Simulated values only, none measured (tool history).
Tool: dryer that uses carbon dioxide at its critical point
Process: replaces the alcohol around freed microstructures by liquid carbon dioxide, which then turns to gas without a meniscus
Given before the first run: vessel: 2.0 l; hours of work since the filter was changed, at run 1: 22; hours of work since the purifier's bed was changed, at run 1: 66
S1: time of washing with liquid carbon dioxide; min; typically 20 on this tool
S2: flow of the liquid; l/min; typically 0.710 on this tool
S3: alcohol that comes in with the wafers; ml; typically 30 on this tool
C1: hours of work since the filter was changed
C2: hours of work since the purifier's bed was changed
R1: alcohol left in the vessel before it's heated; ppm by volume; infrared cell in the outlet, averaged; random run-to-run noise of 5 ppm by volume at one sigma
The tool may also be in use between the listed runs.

run,hour,S1,S2,S3,C1,C2,R1
1,0.0,20,0.710,30,22,66,37
2,23.1,20,0.710,30,32,76,52
3,37.0,14,0.710,30,38,81,177
4,55.5,14,0.710,30,46,89,167
5,78.8,20,0.710,30,56,99,54
6,103.2,20,0.502,30,66,110,182
7,124.1,20,0.714,30,75,119,53
8,140.3,20,0.571,30,82,125,122
9,154.5,20,0.571,30,88,132,129
10,172.5,20,0.571,30,96,139,128
11,196.1,20,0.571,30,106,149,132
12,221.9,20,0.571,30,117,160,128
13,241.4,20,0.571,30,125,169,151
14,268.2,20,0.710,80,136,180,127
15,280.7,31,0.710,30,142,185,55
16,304.5,31,0.674,30,152,195,40
17,324.7,20,0.710,30,161,204,91
18,335.9,20,0.710,30,165,209,72
19,351.8,20,0.710,30,172,216,96
20,362.9,20,0.710,30,177,220,89
21,381.6,20,0.710,30,185,228,88
# hour 388.8: inlet filter changed
22,395.8,20,0.710,30,3,234,75
23,419.4,20,0.710,30,13,244,80

Run 24, settings as shown, results not yet in. Your forecast:
24,436.6,26,0.710,49,20,251,?

R1: 59 ppm by volume
The same run, on a tool lacking any hidden state, would have yielded R1 5 ppm by volume.
